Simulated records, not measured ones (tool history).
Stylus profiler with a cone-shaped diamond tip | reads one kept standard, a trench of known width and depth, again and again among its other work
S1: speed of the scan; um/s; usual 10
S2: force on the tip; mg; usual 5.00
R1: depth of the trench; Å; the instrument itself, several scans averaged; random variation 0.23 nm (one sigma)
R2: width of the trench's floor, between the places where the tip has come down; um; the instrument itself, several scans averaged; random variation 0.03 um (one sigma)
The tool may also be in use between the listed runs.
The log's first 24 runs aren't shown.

run	hour	S1	S2	R1	R2
25	866.7	7	13.33	10394.2	94.38
26	890.1	7	13.33	10402.1	94.29
27	931.3	7	13.33	10403.2	94.25
28	970.8	7	13.33	10402.5	94.25
29	1006.6	24	3.00	10190.2	94.21
30	1049.8	26	3.18	10197.3	94.15
31	1093.2	10	7.07	10291.7	94.14
32	1116.7	38	7.07	10290.2	94.05
33	1150.4	2	4.23	10227.1	94.07
34	1197.1	5	4.19	10228.3	94.02
35	1220.8	5	4.19	10232.1	94.07
36	1256.2	10	6.84	10293.3	94.00
37	1301.8	10	6.84	10294.7	94.01
38	1331.1	3	6.31	10281.4	93.96
39	1355.7	4	6.31	10284.7	93.96
40	1380.1	4	6.31	10285.1	93.91
41	1417.6	25	8.63	10333.0	93.88
# hour 1462.6: new tip fitted, height scale calibrated
42	1463.1	22	3.30	10124.3	95.93
43	1508.3	22	3.30	10129.4	95.88

3 ways to go on from here, each from the tool as it stands after run 43. What would each give?
A	1549.5	4	13.31	?	?
B	1549.5	2	9.76	?	?
C	1549.5	30	2.67	?	?

run	R1	R2
A	10333.6	95.85
B	10270.9	95.83
C	10115.5	95.74
Without the tool's hidden state the same runs would have given:
run	R1	R2
A	10332.5	95.99
B	10269.8	95.97
C	10114.4	95.88

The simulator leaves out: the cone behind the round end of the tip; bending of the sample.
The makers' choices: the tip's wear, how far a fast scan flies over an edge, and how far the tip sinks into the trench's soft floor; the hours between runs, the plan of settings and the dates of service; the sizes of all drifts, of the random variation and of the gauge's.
